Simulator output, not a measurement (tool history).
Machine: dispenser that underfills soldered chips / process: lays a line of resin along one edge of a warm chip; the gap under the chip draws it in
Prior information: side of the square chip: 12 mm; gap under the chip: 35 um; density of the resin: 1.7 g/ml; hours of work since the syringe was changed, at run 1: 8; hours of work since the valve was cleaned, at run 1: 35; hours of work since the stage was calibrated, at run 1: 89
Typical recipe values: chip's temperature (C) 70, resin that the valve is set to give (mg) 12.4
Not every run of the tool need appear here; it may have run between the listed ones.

| run | hour | chip's temperature (C) | resin that the valve is set to give (mg) | hours of work since the syringe was changed | hours of work since the valve was cleaned | hours of work since the stage was calibrated | time until the resin shows at the far edge (s) | resin that the valve gave (mg) |
|---|---|---|---|---|---|---|---|---|
| 1 | 0 | 70 | 12.4 | 8 | 35 | 89 | 394.8 | 12.17 |
|  | 3.9 | new syringe of resin |
| 2 | 7.4 | 70 | 12.4 | 2 | 40 | 94 | 324 | 12.22 |
| 3 | 12.9 | 70 | 15.8 | 6 | 44 | 97 | 356.5 | 15.55 |
|  | 18.2 | dispensing valve cleaned and set on the balance |
|  | 20.8 | new syringe of resin |
| 4 | 23.1 | 70 | 12.4 | 2 | 3 | 103 | 313.4 | 12.39 |
| 5 | 29.4 | 64 | 12.4 | 6 | 7 | 107 | 442.8 | 12.37 |
| 6 | 34.8 | 61 | 12.4 | 9 | 11 | 111 | 575.2 | 12.33 |
|  | 36.9 | new syringe of resin |
| 7 | 39.9 | 61 | 15.5 | 2 | 14 | 114 | 427.7 | 15.42 |
| 8 | 48.6 | 61 | 15.5 | 8 | 20 | 120 | 516.9 | 15.37 |
|  | 52.6 | new syringe of resin |
| 9 | 58.5 | 61 | 15.5 | 4 | 26 | 126 | 465.4 | 15.33 |
| 10 | 66.1 | 61 | 11.2 | 9 | 31 | 131 | 587.2 | 11.01 |
|  | 68.3 | new syringe of resin |
| 11 | 74.8 | 61 | 11.2 | 4 | 37 | 137 | 500.8 | 11.04 |
|  | 83.9 | new syringe of resin |
| 12 | 84.6 | 70 | 14.5 | 0 | 43 | 143 | 297.4 | 14.27 |
|  | 91.3 | dispensing valve cleaned and set on the balance |
| 13 | 94.7 | 70 | 15.5 | 6 | 2 | 149 | 364.6 | 15.48 |
| 14 | 99.6 | 70 | 15.5 | 10 | 5 | 152 | 402.7 | 15.45 |
|  | 100.7 | new syringe of resin |
| 15 | 104.6 | 70 | 15.5 | 3 | 9 | 155 | 327.3 | 15.47 |
| 16 | 113.3 | 58 | 15.5 | 8 | 14 | 161 | 610 | 15.42 |
|  | 116.4 | new syringe of resin |
| 17 | 121.5 | 58 | 15.5 | 3 | 20 | 166 | 527 | 15.36 |
| 18 | 125.4 | 70 | 12.4 | 6 | 22 | 169 | 376.4 | 12.29 |
| 19 | 130.9 | 70 | 12.4 | 10 | 26 | 172 | 432.4 | 12.3 |
|  | 132.5 | new syringe of resin |
| 20 | 137.8 | 63 | 12.4 | 3 | 30 | 177 | 440.2 | 12.24 |
| 21 | 145.6 | 73 | 13.1 | 9 | 35 | 182 | 361.7 | 12.91 |
|  | 148.1 | new syringe of resin |
| 22 | 151.2 | 56 | 15.5 | 2 | 39 | 185 | 540.1 | 15.26 |
| 23 | 160.2 | 56 | 15.5 | 8 | 45 | 191 | 659.5 | 15.22 |
|  | 163.7 | dispensing valve cleaned and set on the balance |
|  | 164.6 | new syringe of resin |
| 24 | 170.9 | 84 | 11.9 | 4 | 5 | 198 | 217.4 | 11.88 |
| 25 | 178 | 73 | 12.7 | 9 | 9 | 202 | 363.1 | 12.64 |
|  | 180.3 | new syringe of resin |
| 26 | 187 | 79 | 11.8 | 4 | 15 | 208 | 259.7 | 11.65 |
| 27 | 193.4 | 64 | 16 | 9 | 19 | 212 | 491.9 | 15.92 |
|  | 196.2 | new syringe of resin |
| 28 | 202.3 | 70 | 15.6 | 4 | 25 | 218 | 341.7 | 15.49 |
| 29 | 206.4 | 63 | 14 | 7 | 28 | 221 | 491.7 | 13.83 |
| 30 | 211.2 | 71 | 12.9 | 10 | 31 | 224 | 414.1 | 12.75 |
|  | 212 | new syringe of resin |
| 31 | 216.8 | 81 | 12.3 | 3 | 34 | 227 | 236.8 | 12.16 |
| 32 | 221.1 | 69 | 13.1 | 6 | 37 | 230 | 395.1 | 12.94 |
|  | 227.7 | new syringe of resin |
| 33 | 228.8 | 60 | 12.5 | 1 | 42 | 235 | 472.6 | 12.29 |
|  | 236.4 | dispensing valve cleaned and set on the balance |
| 34 | 238.2 | 60 | 12.5 | 6 | 1 | 241 | 564.3 | 12.53 |
|  | 244.3 | new syringe of resin |
| 35 | 248 | 60 | 12.5 | 2 | 7 | 247 | 495.6 | 12.44 |
| 36 | 255.9 | 65 | 14.6 | 8 | 13 | 252 | 468 | 14.56 |

Forecast each of these 3 alternatives for the next run:
|  | 259.9 | new syringe of resin |
| A | 265.7 | 75 | 10.9 | 4 | 19 | 258 | ? | ? |
|  | 259.9 | new syringe of resin |
| B | 265.7 | 80 | 14.6 | 4 | 19 | 258 | ? | ? |
|  | 259.9 | new syringe of resin |
| C | 265.7 | 62 | 14.5 | 4 | 19 | 258 | ? | ? |

| run | time until the resin shows at the far edge (s) | resin that the valve gave (mg) |
|---|---|---|
| A | 313.4 | 10.8 |
| B | 246 | 14.47 |
| C | 469.3 | 14.48 |
Had the tool no hidden state, the same runs would have come out as:
| run | time until the resin shows at the far edge (s) | resin that the valve gave (mg) |
|---|---|---|
| A | 251.7 | 10.86 |
| B | 198.2 | 14.56 |
| C | 375 | 14.56 |
